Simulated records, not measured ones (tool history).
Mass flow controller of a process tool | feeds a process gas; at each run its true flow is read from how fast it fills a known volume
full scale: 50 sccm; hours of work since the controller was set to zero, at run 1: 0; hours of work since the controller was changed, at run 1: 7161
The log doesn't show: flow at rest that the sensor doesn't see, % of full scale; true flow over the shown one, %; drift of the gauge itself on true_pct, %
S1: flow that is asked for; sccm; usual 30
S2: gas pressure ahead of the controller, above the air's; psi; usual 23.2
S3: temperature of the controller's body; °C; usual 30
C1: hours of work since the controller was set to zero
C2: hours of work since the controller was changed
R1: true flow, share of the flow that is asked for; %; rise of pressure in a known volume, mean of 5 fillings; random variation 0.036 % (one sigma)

{"run": 1, "day": 0.0, "S1": 30, "S2": 23.2, "S3": 30, "C1": 0, "C2": 7161, "R1": 99.4}
{"run": 2, "day": 8.867, "S1": 30, "S2": 23.2, "S3": 30, "C1": 152, "C2": 7314, "R1": 99.42}
{"run": 3, "day": 15.171, "S1": 30, "S2": 23.2, "S3": 24, "C1": 261, "C2": 7422, "R1": 98.81}
{"run": 4, "day": 20.271, "S1": 30, "S2": 23.2, "S3": 30, "C1": 349, "C2": 7510, "R1": 99.39}
{"run": 5, "day": 30.854, "S1": 30, "S2": 23.2, "S3": 30, "C1": 531, "C2": 7692, "R1": 99.46}
{"run": 6, "day": 37.371, "S1": 30, "S2": 30.6, "S3": 30, "C1": 643, "C2": 7804, "R1": 99.28}
{"run": 7, "day": 48.525, "S1": 30, "S2": 30.6, "S3": 30, "C1": 835, "C2": 7996, "R1": 99.21}
{"run": 8, "day": 59.496, "S1": 30, "S2": 30.6, "S3": 30, "C1": 1023, "C2": 8185, "R1": 99.3}
{"run": 9, "day": 67.271, "S1": 8, "S2": 23.2, "S3": 30, "C1": 1157, "C2": 8318, "R1": 100.2}
{"run": 10, "day": 73.667, "S1": 8, "S2": 23.2, "S3": 30, "C1": 1267, "C2": 8428, "R1": 100.24}
{"run": 11, "day": 79.979, "S1": 8, "S2": 23.2, "S3": 30, "C1": 1376, "C2": 8537, "R1": 100.32}
{"run": 12, "day": 91.279, "S1": 7, "S2": 23.2, "S3": 30, "C1": 1570, "C2": 8731, "R1": 100.74}
{"run": 13, "day": 96.958, "S1": 30, "S2": 22.9, "S3": 30, "C1": 1667, "C2": 8829, "R1": 99.5}
{"run": 14, "day": 101.892, "S1": 30, "S2": 22.9, "S3": 30, "C1": 1752, "C2": 8914, "R1": 99.56}
{"run": 15, "day": 111.671, "S1": 30, "S2": 22.9, "S3": 30, "C1": 1921, "C2": 9082, "R1": 99.58}
{"run": 16, "day": 116.979, "S1": 30, "S2": 22.9, "S3": 30, "C1": 2012, "C2": 9173, "R1": 99.62}
{"run": 17, "day": 122.942, "S1": 30, "S2": 23.2, "S3": 30, "C1": 2114, "C2": 9276, "R1": 99.65}
{"run": 18, "day": 128.575, "S1": 30, "S2": 23.2, "S3": 25, "C1": 2211, "C2": 9373, "R1": 99.11}
{"run": 19, "day": 133.479, "S1": 30, "S2": 23.2, "S3": 25, "C1": 2296, "C2": 9457, "R1": 99.1}
{"run": 20, "day": 141.221, "S1": 30, "S2": 23.2, "S3": 30, "C1": 2429, "C2": 9590, "R1": 99.56}
{"run": 21, "day": 150.55, "S1": 30, "S2": 23.2, "S3": 30, "C1": 2589, "C2": 9750, "R1": 99.59}
{"run": 22, "day": 156.05, "S1": 30, "S2": 23.2, "S3": 26, "C1": 2684, "C2": 9845, "R1": 99.2}
{"run": 23, "day": 163.621, "S1": 30, "S2": 33.6, "S3": 30, "C1": 2814, "C2": 9975, "R1": 99.43}
{"run": 24, "day": 169.258, "S1": 30, "S2": 33.6, "S3": 30, "C1": 2911, "C2": 10072, "R1": 99.43}
{"run": 25, "day": 180.125, "S1": 30, "S2": 28.7, "S3": 35, "C1": 3098, "C2": 10259, "R1": 100.07}
{"run": 26, "day": 188.142, "S1": 27, "S2": 28.7, "S3": 35, "C1": 3236, "C2": 10397, "R1": 100.1}
{"run": 27, "day": 195.092, "S1": 27, "S2": 28.7, "S3": 35, "C1": 3355, "C2": 10517, "R1": 100.11}
{"run": 28, "day": 199.854, "S1": 6, "S2": 28.7, "S3": 40, "C1": 3437, "C2": 10598, "R1": 104.08}
{"run": 29, "day": 210.558, "S1": 7, "S2": 36.5, "S3": 39, "C1": 3621, "C2": 10783, "R1": 103.37}
{"run": 30, "day": 216.925, "S1": 21, "S2": 22.5, "S3": 39, "C1": 3731, "C2": 10892, "R1": 100.95}
{"run": 31, "day": 223.279, "S1": 29, "S2": 38.7, "S3": 30, "C1": 3840, "C2": 11001, "R1": 99.43}
{"run": 32, "day": 229.021, "S1": 18, "S2": 38.7, "S3": 35, "C1": 3939, "C2": 11100, "R1": 100.49}
{"run": 33, "day": 239.279, "S1": 14, "S2": 28.7, "S3": 37, "C1": 4115, "C2": 11277, "R1": 101.49}
{"run": 34, "day": 245.4, "S1": 18, "S2": 25.1, "S3": 33, "C1": 4220, "C2": 11382, "R1": 100.65}
{"run": 35, "day": 255.9, "S1": 5, "S2": 25.1, "S3": 27, "C1": 4401, "C2": 11562, "R1": 105.27}
{"run": 36, "day": 264.717, "S1": 5, "S2": 25.1, "S3": 27, "C1": 4553, "C2": 11714, "R1": 105.6}
{"run": 37, "day": 275.771, "S1": 5, "S2": 21.6, "S3": 30, "C1": 4743, "C2": 11904, "R1": 106.14}
{"run": 38, "day": 281.012, "S1": 5, "S2": 21.6, "S3": 30, "C1": 4833, "C2": 11994, "R1": 106.41}
{"run": 39, "day": 288.521, "S1": 5, "S2": 21.6, "S3": 23, "C1": 4962, "C2": 12123, "R1": 105.79}
{"run": 40, "day": 297.146, "S1": 5, "S2": 21.6, "S3": 23, "C1": 5110, "C2": 12272, "R1": 106.11}
{"run": 41, "day": 304.229, "S1": 5, "S2": 21.6, "S3": 23, "C1": 5232, "C2": 12394, "R1": 106.21}
{"day": 315.033, "done": "controller exchanged for a calibrated one"}
{"run": 42, "day": 315.033, "S1": 9, "S2": 21.6, "S3": 23, "C1": 0, "C2": 0, "R1": 99.74}
{"run": 43, "day": 322.412, "S1": 9, "S2": 21.6, "S3": 23, "C1": 127, "C2": 127, "R1": 99.9}
{"run": 44, "day": 329.008, "S1": 9, "S2": 21.6, "S3": 23, "C1": 240, "C2": 240, "R1": 100}

3 ways to go on from here, each from the tool as it stands after run 44. What would each give?
{"run": "A", "day": 335.171, "S1": 9, "S2": 31.6, "S3": 23, "C1": 346, "C2": 346, "R1": "?"}
{"run": "B", "day": 335.171, "S1": 9, "S2": 31, "S3": 21, "C1": 346, "C2": 346, "R1": "?"}
{"run": "C", "day": 335.171, "S1": 12, "S2": 21.8, "S3": 29, "C1": 346, "C2": 346, "R1": "?"}

run=A R1=99.87
run=B R1=99.6
run=C R1=100.59
Without the tool's hidden state the same runs would have given:
run=A R1=99.4
run=B R1=99.13
run=C R1=100.24
